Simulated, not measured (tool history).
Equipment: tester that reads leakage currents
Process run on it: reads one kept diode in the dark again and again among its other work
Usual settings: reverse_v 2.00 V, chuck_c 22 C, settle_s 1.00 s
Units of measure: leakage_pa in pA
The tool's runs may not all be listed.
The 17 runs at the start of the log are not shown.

run,hour,reverse_v,chuck_c,settle_s,leakage_pa
18,2357.5,2.00,40,1.00,332.75
19,2484.4,2.00,22,0.30,65.14
20,2578.2,2.00,22,0.30,65.30
21,2706.1,2.00,22,0.30,65.71
22,2846.8,2.00,22,0.30,66.53
23,3024.0,2.00,22,0.30,67.02
24,3133.2,2.00,28,1.21,117.22
# hour 3204.2: chuck's temperature calibrated
25,3306.4,2.00,28,1.21,94.75
26,3482.4,1.77,48,0.32,530.60
# hour 3615.2: probe card cleaned and baked
27,3615.2,1.77,48,0.32,533.56
28,3726.1,2.26,21,1.57,50.88
29,3906.0,2.00,26,1.00,78.97
30,4025.2,2.00,23,0.43,59.65
31,4176.5,2.00,23,0.43,60.01
32,4320.3,1.45,39,1.02,226.81
33,4493.6,2.00,59,0.39,1422.01
34,4657.0,2.00,59,0.39,1434.99
35,4782.8,2.00,59,5.74,1440.42
36,4928.6,3.75,35,1.11,265.87
37,5082.1,3.75,35,1.11,265.93
38,5216.5,3.75,35,1.11,267.73

Each row is a separate what-if for the run after 38, all from the same tool condition, not one after another. Results?
A,5328.7,5.67,32,2.56,?
B,5328.7,3.75,21,1.11,?
C,5328.7,17.59,47,4.03,?

run,leakage_pa
A,253.72
B,73.02
C,1691.96
Had the tool no hidden state, the same runs would have come out as:
run,leakage_pa
A,231.11
B,64.77
C,1564.25

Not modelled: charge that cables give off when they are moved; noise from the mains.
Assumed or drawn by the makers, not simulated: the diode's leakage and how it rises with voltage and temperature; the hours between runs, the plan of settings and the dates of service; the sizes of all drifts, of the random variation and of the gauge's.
